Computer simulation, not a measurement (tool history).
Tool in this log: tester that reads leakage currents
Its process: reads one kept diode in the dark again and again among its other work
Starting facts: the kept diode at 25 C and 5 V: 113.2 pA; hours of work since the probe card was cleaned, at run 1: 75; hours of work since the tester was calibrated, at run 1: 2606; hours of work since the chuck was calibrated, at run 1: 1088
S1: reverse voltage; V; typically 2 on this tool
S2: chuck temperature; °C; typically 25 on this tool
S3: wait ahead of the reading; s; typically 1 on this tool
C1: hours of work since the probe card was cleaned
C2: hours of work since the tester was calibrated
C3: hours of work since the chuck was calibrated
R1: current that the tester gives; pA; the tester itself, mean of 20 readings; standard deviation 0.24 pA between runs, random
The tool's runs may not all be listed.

| run | hour | S1 | S2 | S3 | C1 | C2 | C3 | R1 |
|---|---|---|---|---|---|---|---|---|
| 1 | 0 | 2 | 25 | 1 | 75 | 2606 | 1088 | 72.21 |
|  | 119.4 | chuck's temperature calibrated |
| 2 | 121.4 | 1.67 | 25 | 1 | 153 | 2684 | 1 | 62.44 |
| 3 | 200.8 | 2 | 25 | 4.85 | 205 | 2736 | 53 | 66.5 |
| 4 | 294.1 | 2 | 25 | 1 | 266 | 2797 | 114 | 66.8 |
| 5 | 386.3 | 2 | 25 | 1 | 326 | 2857 | 174 | 66.3 |
| 6 | 465.6 | 2 | 25 | 1 | 378 | 2909 | 226 | 66.21 |
| 7 | 577.6 | 2 | 33 | 1 | 451 | 2982 | 299 | 120.47 |
| 8 | 719.9 | 2 | 33 | 1 | 544 | 3075 | 392 | 120.03 |
| 9 | 817.9 | 2 | 33 | 1 | 608 | 3139 | 456 | 119.58 |
|  | 923.3 | chuck's temperature calibrated, once more |
| 10 | 961.7 | 2 | 22 | 1 | 701 | 3232 | 25 | 66.78 |
| 11 | 1086.1 | 2 | 22 | 1 | 782 | 3313 | 106 | 66.79 |
| 12 | 1148.3 | 10.23 | 25 | 1 | 823 | 3354 | 147 | 166.66 |
| 13 | 1230.7 | 10.23 | 25 | 1 | 877 | 3408 | 201 | 166.46 |
| 14 | 1299.6 | 4.78 | 55 | 1.92 | 922 | 3453 | 246 | 929.5 |
| 15 | 1401.8 | 2.41 | 25 | 1 | 988 | 3519 | 313 | 89.13 |
| 16 | 1464.4 | 3.87 | 34 | 6.59 | 1029 | 3560 | 353 | 206.87 |
| 17 | 1555 | 10.83 | 25 | 6.77 | 1088 | 3619 | 413 | 172.57 |
| 18 | 1668.2 | 10.83 | 25 | 6.77 | 1162 | 3693 | 487 | 171.94 |
| 19 | 1728.6 | 10.83 | 25 | 6.77 | 1202 | 3733 | 526 | 172.29 |
| 20 | 1789.3 | 2.84 | 25 | 6.77 | 1241 | 3772 | 566 | 94.61 |
|  | 1890.4 | probe card cleaned and baked |
| 21 | 1932.9 | 1.54 | 46 | 6.77 | 28 | 3864 | 658 | 318.46 |
| 22 | 2008.5 | 7.19 | 46 | 1.76 | 77 | 3914 | 707 | 575.39 |
| 23 | 2100.9 | 15.27 | 30 | 1.28 | 138 | 3974 | 767 | 245.06 |
| 24 | 2231.1 | 15.27 | 30 | 1.28 | 223 | 4059 | 852 | 245.68 |
| 25 | 2313.6 | 6.6 | 29 | 0.43 | 277 | 4113 | 906 | 162.82 |
| 26 | 2438.2 | 2 | 52 | 8.36 | 358 | 4194 | 988 | 510.44 |

How the hidden state differs across the entries between the runs, from the last listed run before each to the first after it:
After run 1, before run 2: chuck's temperature calibrated (hour 119.4)
  stray current of the dirty probe card, pA a volt: 0.175 -> 0.329; current scale over the true one, %: 1.58 -> 1.62; true chuck temperature over the reading, C: -1.55 -> -2.54
  difference, measured minus the result without the unlogged condition, R1: -7.66 -> -11.84 pA
After run 9, before run 10: chuck's temperature calibrated, once more (hour 923.3)
  stray current of the dirty probe card, pA a volt: 1.145 -> 1.326; current scale over the true one, %: 1.88 -> 1.93; true chuck temperature over the reading, C: -3.22 -> 0
  difference, measured minus the result without the unlogged condition, R1: -26.57 -> +3.85 pA
After run 20, before run 21: probe card cleaned and baked (hour 1890.4)
  stray current of the dirty probe card, pA a volt: 2.284 -> 0.081; current scale over the true one, %: 2.24 -> 2.29; true chuck temperature over the reading, C: -0.77 -> -0.9
  difference, measured minus the result without the unlogged condition, R1: +3.21 -> -12.29 pA
